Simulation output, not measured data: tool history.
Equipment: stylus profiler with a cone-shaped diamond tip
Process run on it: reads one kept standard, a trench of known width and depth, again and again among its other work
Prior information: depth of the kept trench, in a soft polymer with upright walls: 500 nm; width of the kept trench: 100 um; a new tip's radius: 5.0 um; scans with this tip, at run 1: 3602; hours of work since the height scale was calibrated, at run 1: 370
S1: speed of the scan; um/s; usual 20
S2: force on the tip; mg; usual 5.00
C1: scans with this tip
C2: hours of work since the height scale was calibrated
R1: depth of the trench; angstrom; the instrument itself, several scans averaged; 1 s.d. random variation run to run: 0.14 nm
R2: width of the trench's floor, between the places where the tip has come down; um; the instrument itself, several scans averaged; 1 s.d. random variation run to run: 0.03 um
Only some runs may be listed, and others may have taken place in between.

run 1 day=0.000 | S1=20 S2=5.00 | C1=3602 C2=370 | R1=5109.6 R2=95.09
run 2 day=1.538 | S1=20 S2=5.00 | C1=3840 C2=395 | R1=5111.0 R2=94.93
run 3 day=2.321 | S1=20 S2=9.03 | C1=3960 C2=407 | R1=5161.3 R2=94.99
run 4 day=3.746 | S1=20 S2=5.00 | C1=4180 C2=430 | R1=5112.3 R2=95.00
run 5 day=4.817 | S1=20 S2=5.00 | C1=4346 C2=447 | R1=5111.1 R2=94.94
run 6 day=5.850 | S1=20 S2=5.00 | C1=4506 C2=463 | R1=5112.6 R2=94.94
run 7 day=7.183 | S1=8 S2=11.33 | C1=4712 C2=484 | R1=5187.0 R2=95.03
run 8 day=8.579 | S1=42 S2=2.00 | C1=4927 C2=506 | R1=5065.4 R2=94.69
-- day=8.708 height scale calibrated on a step standard
run 9 day=10.121 | S1=28 S2=14.72 | C1=5162 C2=22 | R1=5227.8 R2=94.87
run 10 day=11.392 | S1=19 S2=3.19 | C1=5358 C2=43 | R1=5093.0 R2=94.81
run 11 day=12.283 | S1=19 S2=3.19 | C1=5496 C2=57 | R1=5093.2 R2=94.77

4 ways to go on from here, each from the tool as it stands after run 11. What would each give?
-- day=12.383 height scale calibrated on a step standard, once more
run A day=13.554 | S1=20 S2=2.50 | C1=5689 C2=19 | R1=? R2=?
-- day=12.383 height scale calibrated on a step standard, once more
run B day=13.554 | S1=26 S2=14.83 | C1=5689 C2=19 | R1=? R2=?
-- day=12.383 height scale calibrated on a step standard, once more
run C day=13.554 | S1=61 S2=6.91 | C1=5689 C2=19 | R1=? R2=?
-- day=12.383 height scale calibrated on a step standard, once more
run D day=13.554 | S1=20 S2=7.54 | C1=5689 C2=19 | R1=? R2=?

run=A R1=5063.1 R2=94.79
run=B R1=5215.0 R2=94.80
run=C R1=5129.4 R2=94.67
run=D R1=5136.0 R2=94.79
Without the tool's unlogged condition, the same runs would have read:
run=A R1=5062.8 R2=95.56
run=B R1=5214.7 R2=95.57
run=C R1=5129.1 R2=95.44
run=D R1=5135.7 R2=95.56

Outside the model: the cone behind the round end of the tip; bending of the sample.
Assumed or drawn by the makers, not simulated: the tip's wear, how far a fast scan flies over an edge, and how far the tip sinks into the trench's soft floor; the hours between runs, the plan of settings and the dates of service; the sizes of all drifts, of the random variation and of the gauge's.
